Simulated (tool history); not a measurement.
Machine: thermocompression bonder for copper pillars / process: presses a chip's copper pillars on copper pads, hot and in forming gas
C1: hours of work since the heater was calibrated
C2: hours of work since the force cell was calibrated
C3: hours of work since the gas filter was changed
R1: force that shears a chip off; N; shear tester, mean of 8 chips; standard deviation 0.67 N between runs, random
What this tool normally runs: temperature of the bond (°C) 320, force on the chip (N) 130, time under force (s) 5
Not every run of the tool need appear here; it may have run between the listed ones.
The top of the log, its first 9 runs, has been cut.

run 10 hour=228.5 | temperature_of_the_bond_(°C)=334 force_on_the_chip_(N)=130 time_under_force_(s)=5 | C1=534 C2=256 C3=45 | R1=49.8
-- hour=240.4 heater calibrated with a thermocouple chip
run 11 hour=251.3 | temperature_of_the_bond_(°C)=334 force_on_the_chip_(N)=130 time_under_force_(s)=5 | C1=9 C2=273 C3=62 | R1=49.9
run 12 hour=289.8 | temperature_of_the_bond_(°C)=334 force_on_the_chip_(N)=130 time_under_force_(s)=5 | C1=39 C2=303 C3=93 | R1=49.6
-- hour=306.0 forming gas filter changed
run 13 hour=308.9 | temperature_of_the_bond_(°C)=334 force_on_the_chip_(N)=119 time_under_force_(s)=5 | C1=54 C2=318 C3=2 | R1=47.5
run 14 hour=341.7 | temperature_of_the_bond_(°C)=320 force_on_the_chip_(N)=130 time_under_force_(s)=5 | C1=80 C2=344 C3=28 | R1=44.2
run 15 hour=374.2 | temperature_of_the_bond_(°C)=320 force_on_the_chip_(N)=95 time_under_force_(s)=5 | C1=106 C2=370 C3=54 | R1=36.5
run 16 hour=391.3 | temperature_of_the_bond_(°C)=320 force_on_the_chip_(N)=95 time_under_force_(s)=5 | C1=119 C2=383 C3=68 | R1=35.1
run 17 hour=423.2 | temperature_of_the_bond_(°C)=320 force_on_the_chip_(N)=95 time_under_force_(s)=5 | C1=145 C2=409 C3=93 | R1=36.6
-- hour=437.6 forming gas filter changed
run 18 hour=446.6 | temperature_of_the_bond_(°C)=320 force_on_the_chip_(N)=95 time_under_force_(s)=5 | C1=163 C2=427 C3=7 | R1=37.8
run 19 hour=470.8 | temperature_of_the_bond_(°C)=320 force_on_the_chip_(N)=95 time_under_force_(s)=5 | C1=182 C2=446 C3=26 | R1=36.7
run 20 hour=501.9 | temperature_of_the_bond_(°C)=320 force_on_the_chip_(N)=95 time_under_force_(s)=5 | C1=207 C2=471 C3=51 | R1=35.8
run 21 hour=530.5 | temperature_of_the_bond_(°C)=320 force_on_the_chip_(N)=128 time_under_force_(s)=5 | C1=230 C2=493 C3=74 | R1=44.0
run 22 hour=562.7 | temperature_of_the_bond_(°C)=315 force_on_the_chip_(N)=189 time_under_force_(s)=5 | C1=255 C2=519 C3=99 | R1=50.3
-- hour=571.3 forming gas filter changed
run 23 hour=594.0 | temperature_of_the_bond_(°C)=315 force_on_the_chip_(N)=189 time_under_force_(s)=5 | C1=279 C2=543 C3=18 | R1=50.7
run 24 hour=610.8 | temperature_of_the_bond_(°C)=302 force_on_the_chip_(N)=192 time_under_force_(s)=5 | C1=293 C2=557 C3=31 | R1=44.3
run 25 hour=639.3 | temperature_of_the_bond_(°C)=302 force_on_the_chip_(N)=192 time_under_force_(s)=5 | C1=315 C2=579 C3=54 | R1=43.7
run 26 hour=658.0 | temperature_of_the_bond_(°C)=342 force_on_the_chip_(N)=150 time_under_force_(s)=7 | C1=330 C2=594 C3=69 | R1=65.5
run 27 hour=674.0 | temperature_of_the_bond_(°C)=342 force_on_the_chip_(N)=95 time_under_force_(s)=4 | C1=343 C2=607 C3=82 | R1=42.7
-- hour=704.9 forming gas filter changed
run 28 hour=705.8 | temperature_of_the_bond_(°C)=342 force_on_the_chip_(N)=190 time_under_force_(s)=11 | C1=368 C2=632 C3=1 | R1=81.6
run 29 hour=740.7 | temperature_of_the_bond_(°C)=333 force_on_the_chip_(N)=102 time_under_force_(s)=9 | C1=396 C2=660 C3=28 | R1=54.6

Forecast run 30:
run 30 hour=767.4 | temperature_of_the_bond_(°C)=333 force_on_the_chip_(N)=102 time_under_force_(s)=9 | C1=417 C2=681 C3=50 | R1=?

Run 30 came out at R1 54.7 N.
With no hidden state in the tool, this same run would have given R1 55.0 N.
